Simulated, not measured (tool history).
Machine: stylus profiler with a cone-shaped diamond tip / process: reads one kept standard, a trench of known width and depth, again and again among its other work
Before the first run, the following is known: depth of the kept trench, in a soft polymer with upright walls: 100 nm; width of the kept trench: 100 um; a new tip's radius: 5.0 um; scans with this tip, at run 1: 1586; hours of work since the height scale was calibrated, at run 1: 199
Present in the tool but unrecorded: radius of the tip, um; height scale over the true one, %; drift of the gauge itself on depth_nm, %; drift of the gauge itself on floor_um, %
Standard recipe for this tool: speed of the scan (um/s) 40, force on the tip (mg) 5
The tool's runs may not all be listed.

run   hour  speed of the scan (um/s)  force on the tip (mg)  scans with this tip  hours of work since the height scale was calibrated  depth of the trench (nm)  width of the trench's floor (um)
  1      0                        40                      5                 1586                                                  199                    101.58                             97.89
  2   23.5                        40                      5                 1690                                                  212                    101.54                             97.85
  3     46                        40                   1.73                 1790                                                  225                    100.74                              97.8
  4   59.7                        40                   1.73                 1850                                                  233                    100.81                             97.79
  5   82.9                        40                   1.73                 1954                                                  246                    100.74                             97.83
  6  105.2                        40                   1.73                 2053                                                  258                    100.75                             97.75
  7  117.6                        40                   1.73                 2108                                                  265                    100.72                             97.84
  8    144                        40                      5                 2225                                                  280                    101.45                             97.88
  9    160                        24                      5                 2296                                                  289                    101.42                             97.91
 10  181.4                        40                      5                 2391                                                  301                    101.57                             97.85
 11  194.5                        40                      5                 2449                                                  308                    101.46                             97.86
 12  215.4                        40                      5                 2542                                                  320                    101.38                             97.87
 13  231.6                        40                      5                 2614                                                  329                    101.63                             97.86
 14  249.6                        40                      5                 2694                                                  339                    101.25                             97.85
 15  271.9                        40                      5                 2793                                                  351                     101.4                             97.86
 16  288.6                        40                      5                 2867                                                  360                     101.5                             97.86
 17  317.2                        40                      5                 2994                                                  376                    101.41                             97.83
 18    331                        40                      5                 3055                                                  384                     101.3                             97.87
 19  343.8                        40                      5                 3112                                                  391                    101.46                             97.83
 20  368.4                        40                      5                 3221                                                  405                    101.42                             97.85
 21  387.6                        40                      5                 3306                                                  416                    101.47                             97.85
 22  412.8                        40                      5                 3418                                                  430                    101.46                             97.89
 23  439.8                        40                      5                 3538                                                  445                    101.36                             97.84
 24  455.1                        14                   8.04                 3606                                                  453                    102.26                             97.83
     458.2  -- height scale calibrated on a step standard
 25  468.5                        14                   5.61                 3663                                                    6                    101.42                             97.91
 26  483.2                        14                   5.61                 3729                                                   14                    101.46                             97.89
 27    503                       159                   5.17                 3817                                                   25                     101.2                              97.6
 28  527.3                       159                   5.17                 3925                                                   39                    101.18                             97.55
 29  543.8                        16                   3.62                 3998                                                   48                    101.08                             97.81
 30  570.3                        15                   3.26                 4115                                                   63                    100.88                             97.87
 31  589.8                        88                   4.82                 4202                                                   73                    101.24                             97.73
     602.3  -- height scale calibrated on a step standard, once more
 32  602.8                        72                   1.98                 4257                                                    0                    100.91                             97.59
 33  630.1                        50                    3.7                 4379                                                   16                    101.15                             97.76

For run 34, what comes out?
 34  655.5                        50                    3.7                 4491                                                   30                         ?                                 ?

depth of the trench (nm): 101.23
width of the trench's floor (um): 97.78
Take away the tool's hidden state, keep the run-to-run variation as it was, and the same run would have given depth of the trench (nm) 101.27, width of the trench's floor (um) 97.93.
